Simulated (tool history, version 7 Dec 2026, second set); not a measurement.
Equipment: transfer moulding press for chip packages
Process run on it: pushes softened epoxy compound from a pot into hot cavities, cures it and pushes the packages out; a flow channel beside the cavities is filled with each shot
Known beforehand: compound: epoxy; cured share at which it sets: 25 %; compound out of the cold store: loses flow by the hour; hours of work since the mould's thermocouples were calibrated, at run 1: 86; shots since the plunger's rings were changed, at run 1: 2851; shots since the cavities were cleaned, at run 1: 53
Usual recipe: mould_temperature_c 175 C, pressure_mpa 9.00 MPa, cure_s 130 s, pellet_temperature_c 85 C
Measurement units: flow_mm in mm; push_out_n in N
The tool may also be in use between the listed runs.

run   hour  mould_temperature_c  pressure_mpa  cure_s  pellet_temperature_c  hours of work since the mould's thermocouples were calibrated  shots since the plunger's rings were changed  shots since the cavities were cleaned  incoming compound's hours out of the cold store  flow_mm  push_out_n
  1    0.0                  175          9.00     130                    85                                                             86                                          2851                                     53                                             12.2      901         324
  2   11.3                  175          7.96     130                    85                                                             91                                          2919                                    121                                             35.1      772         315
      18.7  -- plunger's sealing rings changed
  3   21.3                  175          7.96     130                    85                                                             94                                            16                                    167                                             14.7      842         305
  4   29.5                  175          7.96     130                    85                                                             98                                            65                                    216                                             23.8      809         328
  5   35.9                  175          7.96     130                    85                                                            100                                           104                                    255                                             20.3      824         325
  6   46.5                  175          7.96     130                    85                                                            105                                           169                                    320                                              8.3      860         332
  7   53.6                  175          7.96     130                    85                                                            108                                           212                                    363                                             27.4      799         312
  8   64.6                  175          7.96     130                    85                                                            112                                           278                                    429                                             15.8      839         314
  9   76.3                  175          7.96     130                    85                                                            117                                           349                                    500                                             11.3      855         322
 10   88.6                  175          7.96     130                    85                                                            123                                           424                                    575                                             20.9      820         336
 11   96.0                  175          7.96     130                    85                                                            126                                           468                                    619                                             18.8      826         332
 12  109.0                  175          7.96     130                    85                                                            131                                           547                                    698                                             37.8      763         329
 13  115.5                  175          8.51     130                    85                                                            134                                           587                                    738                                             46.3      763         325
 14  121.8                  175          8.51     130                    85                                                            136                                           625                                    776                                             28.6      820         333
 15  128.9                  175          8.51     130                    85                                                            139                                           668                                    819                                             17.0      862         318
 16  141.0                  181          9.00     130                    85                                                            144                                           741                                    892                                             17.5      842         290
     144.0  -- cavities cleaned with cleaning compound and waxed
 17  152.9                  173         10.03     118                    89                                                            149                                           804                                     54                                             34.1      882         362
 18  161.1                  175          9.00     130                    95                                                            152                                           854                                    104                                             11.7      903         320
 19  166.8                  175          7.72     123                    89                                                            155                                           888                                    138                                              8.8      848         338
 20  178.0                  175          7.72     123                    89                                                            159                                           956                                    206                                             34.3      764         335
 21  183.4                  175          9.76     119                    90                                                            162                                           989                                    239                                             30.3      871         344
 22  191.4                  175          9.76     119                    90                                                            165                                          1037                                    287                                             44.8      820         335
 23  202.0                  175          9.76     119                    90                                                            169                                          1102                                    352                                             44.7      817         331
 24  207.6                  175          9.76     119                    90                                                            172                                          1135                                    385                                             13.9      931         342
 25  220.1                  179          9.00     113                    85                                                            177                                          1211                                    461                                             13.7      874         324

Predict each of these 3 candidate next runs independently; none follows another, all start after run 25:
  A  227.4                  170         10.78     130                    82                                                            180                                          1255                                    505                                             36.5        ?           ?
  B  227.4                  182          9.28     113                    85                                                            180                                          1255                                    505                                             19.8        ?           ?
  C  227.4                  179          9.00     133                    85                                                            180                                          1255                                    505                                             21.6        ?           ?

run  flow_mm  push_out_n
  A      931         403
  B      840         303
  C      841         307
Had the tool no hidden state, the same runs would have come out as:
run  flow_mm  push_out_n
  A      931         399
  B      840         299
  C      842         304
